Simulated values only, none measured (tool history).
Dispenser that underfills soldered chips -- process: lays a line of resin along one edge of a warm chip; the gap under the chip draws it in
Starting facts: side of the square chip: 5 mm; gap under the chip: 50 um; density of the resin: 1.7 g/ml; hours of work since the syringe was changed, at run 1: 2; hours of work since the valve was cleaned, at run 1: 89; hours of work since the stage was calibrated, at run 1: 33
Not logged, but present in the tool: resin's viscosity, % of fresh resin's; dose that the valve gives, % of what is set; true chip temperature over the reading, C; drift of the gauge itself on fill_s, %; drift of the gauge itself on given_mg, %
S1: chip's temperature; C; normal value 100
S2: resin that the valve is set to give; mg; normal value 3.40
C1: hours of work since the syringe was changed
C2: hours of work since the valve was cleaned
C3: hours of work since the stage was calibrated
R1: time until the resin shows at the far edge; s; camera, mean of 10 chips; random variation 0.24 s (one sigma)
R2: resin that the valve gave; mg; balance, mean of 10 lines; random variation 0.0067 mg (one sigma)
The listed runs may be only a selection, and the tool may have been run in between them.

run 1 hour=0.0 | S1=100 S2=3.40 | C1=2 C2=89 C3=33 | R1=12.7 R2=3.295
run 2 hour=3.8 | S1=100 S2=3.40 | C1=4 C2=92 C3=36 | R1=14.2 R2=3.288
run 3 hour=10.0 | S1=100 S2=3.40 | C1=9 C2=96 C3=40 | R1=16.1 R2=3.280
-- hour=13.2 new syringe of resin
run 4 hour=13.8 | S1=100 S2=3.40 | C1=0 C2=99 C3=42 | R1=11.9 R2=3.282
run 5 hour=18.2 | S1=100 S2=3.40 | C1=3 C2=102 C3=45 | R1=13.2 R2=3.269
-- hour=21.2 dispensing valve cleaned and set on the balance
run 6 hour=22.5 | S1=100 S2=3.40 | C1=6 C2=1 C3=48 | R1=14.1 R2=3.394
run 7 hour=25.5 | S1=100 S2=3.40 | C1=8 C2=3 C3=50 | R1=15.5 R2=3.392
-- hour=29.8 new syringe of resin
run 8 hour=31.7 | S1=100 S2=3.40 | C1=1 C2=7 C3=54 | R1=11.7 R2=3.391
run 9 hour=36.3 | S1=100 S2=3.40 | C1=4 C2=10 C3=57 | R1=13.8 R2=3.378
run 10 hour=40.3 | S1=100 S2=3.40 | C1=7 C2=13 C3=60 | R1=14.6 R2=3.382
-- hour=45.6 new syringe of resin
run 11 hour=45.6 | S1=100 S2=3.40 | C1=0 C2=16 C3=63 | R1=11.6 R2=3.373
run 12 hour=48.9 | S1=100 S2=3.40 | C1=2 C2=18 C3=65 | R1=12.7 R2=3.362
run 13 hour=54.2 | S1=100 S2=3.40 | C1=6 C2=22 C3=69 | R1=14.1 R2=3.375
run 14 hour=60.4 | S1=100 S2=3.40 | C1=10 C2=26 C3=73 | R1=16.3 R2=3.355
-- hour=61.3 new syringe of resin
run 15 hour=66.4 | S1=100 S2=3.40 | C1=3 C2=30 C3=77 | R1=13.1 R2=3.357
run 16 hour=73.0 | S1=100 S2=3.80 | C1=8 C2=35 C3=81 | R1=14.9 R2=3.737
-- hour=77.0 new syringe of resin
run 17 hour=77.0 | S1=100 S2=3.80 | C1=0 C2=37 C3=84 | R1=12.0 R2=3.744
run 18 hour=82.8 | S1=100 S2=3.47 | C1=4 C2=41 C3=88 | R1=13.5 R2=3.420
run 19 hour=88.3 | S1=96 S2=3.37 | C1=8 C2=45 C3=92 | R1=17.6 R2=3.302

Predict the results of run 20:
-- hour=92.6 new syringe of resin
run 20 hour=93.9 | S1=93 S2=3.24 | C1=1 C2=49 C3=95 | R1=? R2=?

{"run 20": {"R1": 15.5, "R2": 3.177}}
With the hidden condition absent and the run-to-run variation left alone, this run would have shown R1 15.4 s, R2 3.241 mg.
